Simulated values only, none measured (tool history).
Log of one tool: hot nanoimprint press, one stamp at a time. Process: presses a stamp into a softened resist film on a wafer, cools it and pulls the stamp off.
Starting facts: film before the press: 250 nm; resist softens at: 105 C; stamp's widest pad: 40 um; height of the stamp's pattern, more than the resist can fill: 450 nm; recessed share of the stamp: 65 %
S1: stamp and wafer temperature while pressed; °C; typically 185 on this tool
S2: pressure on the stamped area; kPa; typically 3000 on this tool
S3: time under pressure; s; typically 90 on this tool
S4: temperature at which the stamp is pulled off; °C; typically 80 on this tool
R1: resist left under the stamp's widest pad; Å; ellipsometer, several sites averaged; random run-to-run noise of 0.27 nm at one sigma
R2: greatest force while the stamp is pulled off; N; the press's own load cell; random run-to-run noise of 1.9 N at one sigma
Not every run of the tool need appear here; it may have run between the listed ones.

Run 1, hour 0.0: usual settings. Result: R1 1302 Å, R2 186 N.
Run 2, hour 14.0: usual settings. Result: R1 1300 Å, R2 190 N.
Run 3, hour 26.3: usual settings. Result: R1 1298 Å, R2 186 N.
Run 4, hour 50.0: usual settings. Result: R1 1302 Å, R2 186 N.
Run 5, hour 75.6: usual settings. Result: R1 1304 Å, R2 186 N.
Run 6, hour 102.3: usual settings. Result: R1 1311 Å, R2 186 N.
Run 7, hour 116.3: usual settings. Result: R1 1305 Å, R2 184 N.
Run 8, hour 142.0: usual settings. Result: R1 1312 Å, R2 184 N.
Run 9, hour 163.9: usual settings. Result: R1 1311 Å, R2 189 N.
Run 10, hour 187.2: usual settings. Result: R1 1318 Å, R2 187 N.
Run 11, hour 209.9: usual settings. Result: R1 1320 Å, R2 187 N.
Run 12, hour 223.1: usual settings. Result: R1 1316 Å, R2 186 N.
Run 13, hour 244.8: usual settings but S2 2720 kPa. Result: R1 1382 Å, R2 187 N.
Run 14, hour 256.7: usual settings but S2 2720 kPa. Result: R1 1386 Å, R2 189 N.
At hour 268.0: stamp cleaned and given a new release coat.
Run 15, hour 283.5: usual settings but S3 93 s, S4 79 °C. Result: R1 1313 Å, R2 186 N.
Run 16, hour 310.5: usual settings but S1 195 °C, S2 3300 kPa, S3 48 s, S4 78 °C. Result: R1 1118 Å, R2 189 N.
Run 17, hour 332.7: usual settings but S1 195 °C, S2 3190 kPa, S3 50 s, S4 78 °C. Result: R1 1124 Å, R2 189 N.
Run 18, hour 356.9: usual settings but S1 195 °C, S2 3190 kPa, S3 50 s, S4 78 °C. Result: R1 1132 Å, R2 192 N.
At hour 374.5: gauge calibrated.
Run 19, hour 383.6: usual settings but S1 176 °C, S2 4580 kPa, S3 54 s, S4 75 °C. Result: R1 1683 Å, R2 197 N.
Run 20, hour 402.0: usual settings but S1 176 °C, S2 4580 kPa, S3 54 s, S4 71 °C. Result: R1 1687 Å, R2 202 N.
Run 21, hour 417.4: usual settings but S1 174 °C, S2 3420 kPa, S3 100 s, S4 86 °C. Result: R1 1724 Å, R2 179 N.
Run 22, hour 432.8: usual settings but S1 174 °C, S2 3420 kPa, S3 100 s, S4 84 °C. Result: R1 1727 Å, R2 182 N.
Run 23, hour 445.3: usual settings but S1 182 °C, S2 2610 kPa, S3 56 s, S4 88 °C. Result: R1 1741 Å, R2 178 N.
Run 24, hour 458.6: usual settings but S1 182 °C, S2 2610 kPa, S3 56 s, S4 88 °C. Result: R1 1739 Å, R2 178 N.
Run 25, hour 479.5: usual settings but S1 182 °C, S2 2610 kPa, S3 112 s, S4 88 °C. Result: R1 1446 Å, R2 179 N.
Run 26, hour 497.9: usual settings but S1 196 °C, S2 2230 kPa, S3 112 s, S4 88 °C. Result: R1 977 Å, R2 177 N.
Run 27, hour 520.8: usual settings but S1 196 °C, S2 2230 kPa, S3 112 s, S4 88 °C. Result: R1 987 Å, R2 175 N.
Run 28, hour 539.6: usual settings but S1 196 °C, S2 2230 kPa, S3 112 s, S4 88 °C. Result: R1 985 Å, R2 173 N.

Subtracting, for every run, the result it would have given without the tool's unlogged condition from the measured result gives the following. The same run-to-run variation enters both numbers; the gauge's scatter may not:
Hidden conditions of the tool in this case: true temperature over the reading, C; pressure that arrives at the usual setting, %; grip of the stamp's worn release coat, % over a new coat's; drift of the gauge itself on residual_nm, %; drift of the gauge itself on pull_off_n, %.
run   R1
  1   +0
  2   +1
  3   +2
  4   +4
  5   +7
  6   +9
  7  +11
  8  +13
  9  +15
 10  +17
 11  +19
 12  +20
 13  +23
 14  +24
 15  +25
 16  +24
 17  +25
 18  +27
 19   +1
 20   +4
 21   +5
 22   +7
 23   +8
 24  +10
 25  +10
 26   +8
 27  +10
 28  +11
R2: differs from the measured result by no more than 1 N in any run.
